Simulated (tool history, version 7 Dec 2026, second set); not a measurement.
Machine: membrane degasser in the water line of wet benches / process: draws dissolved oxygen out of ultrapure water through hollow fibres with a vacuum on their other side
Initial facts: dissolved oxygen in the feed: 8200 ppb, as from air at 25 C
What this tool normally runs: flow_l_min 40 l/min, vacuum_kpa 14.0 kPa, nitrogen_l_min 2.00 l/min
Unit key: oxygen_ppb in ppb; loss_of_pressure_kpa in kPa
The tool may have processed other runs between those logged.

{"run": 1, "day": 0.0, "flow_l_min": 40, "vacuum_kpa": 14.0, "nitrogen_l_min": 2.0, "oxygen_ppb": 496.4, "loss_of_pressure_kpa": 55.14}
{"run": 2, "day": 4.929, "flow_l_min": 47, "vacuum_kpa": 14.0, "nitrogen_l_min": 2.0, "oxygen_ppb": 592.6, "loss_of_pressure_kpa": 64.75}
{"run": 3, "day": 8.683, "flow_l_min": 40, "vacuum_kpa": 26.4, "nitrogen_l_min": 2.0, "oxygen_ppb": 971.9, "loss_of_pressure_kpa": 55.37}
{"run": 4, "day": 13.417, "flow_l_min": 40, "vacuum_kpa": 14.0, "nitrogen_l_min": 2.0, "oxygen_ppb": 499.4, "loss_of_pressure_kpa": 55.09}
{"run": 5, "day": 18.475, "flow_l_min": 40, "vacuum_kpa": 14.0, "nitrogen_l_min": 2.0, "oxygen_ppb": 495.7, "loss_of_pressure_kpa": 54.89}
{"run": 6, "day": 21.771, "flow_l_min": 40, "vacuum_kpa": 10.4, "nitrogen_l_min": 2.0, "oxygen_ppb": 351.8, "loss_of_pressure_kpa": 55.26}
{"run": 7, "day": 24.967, "flow_l_min": 40, "vacuum_kpa": 10.4, "nitrogen_l_min": 2.0, "oxygen_ppb": 353.1, "loss_of_pressure_kpa": 55.6}
{"run": 8, "day": 30.021, "flow_l_min": 40, "vacuum_kpa": 10.4, "nitrogen_l_min": 3.93, "oxygen_ppb": 213.5, "loss_of_pressure_kpa": 55.15}
{"run": 9, "day": 33.017, "flow_l_min": 40, "vacuum_kpa": 14.0, "nitrogen_l_min": 2.0, "oxygen_ppb": 496.7, "loss_of_pressure_kpa": 55.62}
{"run": 10, "day": 35.521, "flow_l_min": 40, "vacuum_kpa": 14.0, "nitrogen_l_min": 3.19, "oxygen_ppb": 344.9, "loss_of_pressure_kpa": 55.55}
{"day": 37.588, "done": "seals of the vacuum lines changed"}
{"run": 11, "day": 38.462, "flow_l_min": 40, "vacuum_kpa": 23.8, "nitrogen_l_min": 4.92, "oxygen_ppb": 422.5, "loss_of_pressure_kpa": 55.12}
{"run": 12, "day": 41.533, "flow_l_min": 40, "vacuum_kpa": 23.8, "nitrogen_l_min": 4.92, "oxygen_ppb": 427.9, "loss_of_pressure_kpa": 55.29}
{"run": 13, "day": 44.792, "flow_l_min": 40, "vacuum_kpa": 23.8, "nitrogen_l_min": 4.92, "oxygen_ppb": 423.6, "loss_of_pressure_kpa": 55.15}
{"run": 14, "day": 49.975, "flow_l_min": 44, "vacuum_kpa": 14.7, "nitrogen_l_min": 2.14, "oxygen_ppb": 549.3, "loss_of_pressure_kpa": 60.59}
{"run": 15, "day": 52.604, "flow_l_min": 44, "vacuum_kpa": 14.7, "nitrogen_l_min": 2.14, "oxygen_ppb": 548.1, "loss_of_pressure_kpa": 60.78}
{"run": 16, "day": 54.954, "flow_l_min": 44, "vacuum_kpa": 14.7, "nitrogen_l_min": 2.14, "oxygen_ppb": 552.4, "loss_of_pressure_kpa": 61.04}
{"run": 17, "day": 58.496, "flow_l_min": 44, "vacuum_kpa": 14.7, "nitrogen_l_min": 2.14, "oxygen_ppb": 556.4, "loss_of_pressure_kpa": 61.1}
{"run": 18, "day": 63.329, "flow_l_min": 44, "vacuum_kpa": 14.7, "nitrogen_l_min": 2.14, "oxygen_ppb": 546.5, "loss_of_pressure_kpa": 61.43}
{"run": 19, "day": 66.238, "flow_l_min": 41, "vacuum_kpa": 24.6, "nitrogen_l_min": 1.05, "oxygen_ppb": 1475.7, "loss_of_pressure_kpa": 57.39}
{"run": 20, "day": 69.888, "flow_l_min": 47, "vacuum_kpa": 13.8, "nitrogen_l_min": 1.61, "oxygen_ppb": 681.0, "loss_of_pressure_kpa": 65.69}

Pick out some run-to-run changes in loss_of_pressure_kpa. Of each, how much would a tool without hidden state show as well, from the settings, what came in and chance, and how much is left for the hidden state and any gauge scatter not in both results compared?
Unlogged tool condition in this case: membrane still open, %; true pressure behind the membrane over the reading, kPa; air that leaks in behind the membrane, l/min; drift of the gauge itself on oxygen_ppb, %; drift of the gauge itself on loss_of_pressure_kpa, %.
Run 1 -> 2: flow_l_min 40 -> 47. loss_of_pressure_kpa +9.61 kPa: hidden state +0.08, all else +9.53.
Run 2 -> 3: flow_l_min 47 -> 40, vacuum_kpa 14.0 -> 26.4. loss_of_pressure_kpa -9.38 kPa: hidden state +0.03, all else -9.41.
Run 13 -> 14: flow_l_min 40 -> 44, vacuum_kpa 23.8 -> 14.7, nitrogen_l_min 4.92 -> 2.14. loss_of_pressure_kpa +5.44 kPa: hidden state +0.13, all else +5.31.
Run 19 -> 20: flow_l_min 41 -> 47, vacuum_kpa 24.6 -> 13.8, nitrogen_l_min 1.05 -> 1.61. loss_of_pressure_kpa +8.30 kPa: hidden state +0.19, all else +8.11.
